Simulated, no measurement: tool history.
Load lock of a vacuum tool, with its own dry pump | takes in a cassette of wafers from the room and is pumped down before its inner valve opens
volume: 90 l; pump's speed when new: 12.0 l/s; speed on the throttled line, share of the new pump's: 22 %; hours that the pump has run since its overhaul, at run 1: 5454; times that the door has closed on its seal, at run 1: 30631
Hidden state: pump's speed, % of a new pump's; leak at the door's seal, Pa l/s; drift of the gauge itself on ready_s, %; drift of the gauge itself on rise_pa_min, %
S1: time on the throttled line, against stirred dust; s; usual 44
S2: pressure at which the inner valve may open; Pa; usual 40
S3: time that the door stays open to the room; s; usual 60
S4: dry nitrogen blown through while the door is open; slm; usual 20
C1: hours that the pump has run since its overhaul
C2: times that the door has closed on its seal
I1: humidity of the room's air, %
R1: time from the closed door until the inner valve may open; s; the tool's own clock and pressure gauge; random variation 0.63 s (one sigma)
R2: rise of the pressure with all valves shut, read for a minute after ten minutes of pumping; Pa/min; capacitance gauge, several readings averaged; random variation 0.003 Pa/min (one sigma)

{"run": 1, "day": 0.0, "S1": 44, "S2": 40, "S3": 60, "S4": 20, "C1": 5454, "C2": 30631, "I1": 47.2, "R1": 97.6, "R2": 0.162}
{"run": 2, "day": 21.525, "S1": 44, "S2": 40, "S3": 60, "S4": 20, "C1": 5970, "C2": 31682, "I1": 47.4, "R1": 97.9, "R2": 0.172}
{"run": 3, "day": 48.142, "S1": 44, "S2": 40, "S3": 60, "S4": 20, "C1": 6609, "C2": 32981, "I1": 42.5, "R1": 100.0, "R2": 0.17}
{"run": 4, "day": 67.067, "S1": 44, "S2": 40, "S3": 60, "S4": 20, "C1": 7063, "C2": 33905, "I1": 44.8, "R1": 101.0, "R2": 0.182}
{"run": 5, "day": 81.8, "S1": 44, "S2": 40, "S3": 143, "S4": 20, "C1": 7417, "C2": 34624, "I1": 45.7, "R1": 99.0, "R2": 0.195}
{"run": 6, "day": 98.246, "S1": 44, "S2": 36, "S3": 60, "S4": 20, "C1": 7811, "C2": 35427, "I1": 46.2, "R1": 101.0, "R2": 0.193}
{"run": 7, "day": 121.479, "S1": 44, "S2": 36, "S3": 60, "S4": 20, "C1": 8369, "C2": 36561, "I1": 45.1, "R1": 103.1, "R2": 0.205}
{"run": 8, "day": 141.246, "S1": 44, "S2": 36, "S3": 60, "S4": 20, "C1": 8843, "C2": 37525, "I1": 42.1, "R1": 102.7, "R2": 0.209}
{"run": 9, "day": 165.696, "S1": 44, "S2": 36, "S3": 60, "S4": 20, "C1": 9430, "C2": 38719, "I1": 46.6, "R1": 106.3, "R2": 0.217}
{"run": 10, "day": 177.529, "S1": 44, "S2": 36, "S3": 60, "S4": 20, "C1": 9714, "C2": 39297, "I1": 41.7, "R1": 105.3, "R2": 0.219}
{"run": 11, "day": 202.967, "S1": 44, "S2": 43, "S3": 84, "S4": 21, "C1": 10325, "C2": 40538, "I1": 46.1, "R1": 103.3, "R2": 0.232}
{"day": 209.567, "done": "dry pump taken out, an overhauled one fitted"}
{"run": 12, "day": 228.642, "S1": 44, "S2": 43, "S3": 127, "S4": 21, "C1": 458, "C2": 41779, "I1": 43.1, "R1": 94.6, "R2": 0.244}
{"day": 233.221, "done": "door's seal changed, seat wiped"}
{"run": 13, "day": 251.712, "S1": 44, "S2": 43, "S3": 127, "S4": 21, "C1": 1010, "C2": 902, "I1": 44.4, "R1": 93.5, "R2": 0.042}
{"run": 14, "day": 274.729, "S1": 51, "S2": 43, "S3": 127, "S4": 12, "C1": 1562, "C2": 2026, "I1": 44.2, "R1": 100.8, "R2": 0.049}
{"run": 15, "day": 289.504, "S1": 51, "S2": 43, "S3": 117, "S4": 14, "C1": 1917, "C2": 2747, "I1": 46.1, "R1": 100.9, "R2": 0.049}
{"run": 16, "day": 308.704, "S1": 51, "S2": 43, "S3": 117, "S4": 14, "C1": 2378, "C2": 3684, "I1": 44.5, "R1": 101.1, "R2": 0.044}
{"run": 17, "day": 332.108, "S1": 44, "S2": 40, "S3": 42, "S4": 9, "C1": 2939, "C2": 4826, "I1": 45.9, "R1": 95.8, "R2": 0.042}
{"run": 18, "day": 355.808, "S1": 57, "S2": 48, "S3": 178, "S4": 5, "C1": 3508, "C2": 5983, "I1": 44.5, "R1": 105.5, "R2": 0.078}

4 ways to go on from here, each from the tool as it stands after run 18. What would each give?
{"run": "A", "day": 370.575, "S1": 32, "S2": 54, "S3": 60, "S4": 19, "C1": 3863, "C2": 6704, "I1": 45.4, "R1": "?", "R2": "?"}
{"run": "B", "day": 370.575, "S1": 57, "S2": 49, "S3": 95, "S4": 5, "C1": 3863, "C2": 6704, "I1": 46.2, "R1": "?", "R2": "?"}
{"run": "C", "day": 370.575, "S1": 57, "S2": 44, "S3": 68, "S4": 7, "C1": 3863, "C2": 6704, "I1": 46.5, "R1": "?", "R2": "?"}
{"run": "D", "day": 370.575, "S1": 53, "S2": 45, "S3": 46, "S4": 20, "C1": 3863, "C2": 6704, "I1": 49.8, "R1": "?", "R2": "?"}

run=A R1=85.6 R2=0.048
run=B R1=106.0 R2=0.068
run=C R1=106.2 R2=0.059
run=D R1=104.6 R2=0.045
Without the tool's hidden state the same runs would have given:
run=A R1=80.7 R2=0.034
run=B R1=101.5 R2=0.055
run=C R1=101.8 R2=0.046
run=D R1=100.0 R2=0.032
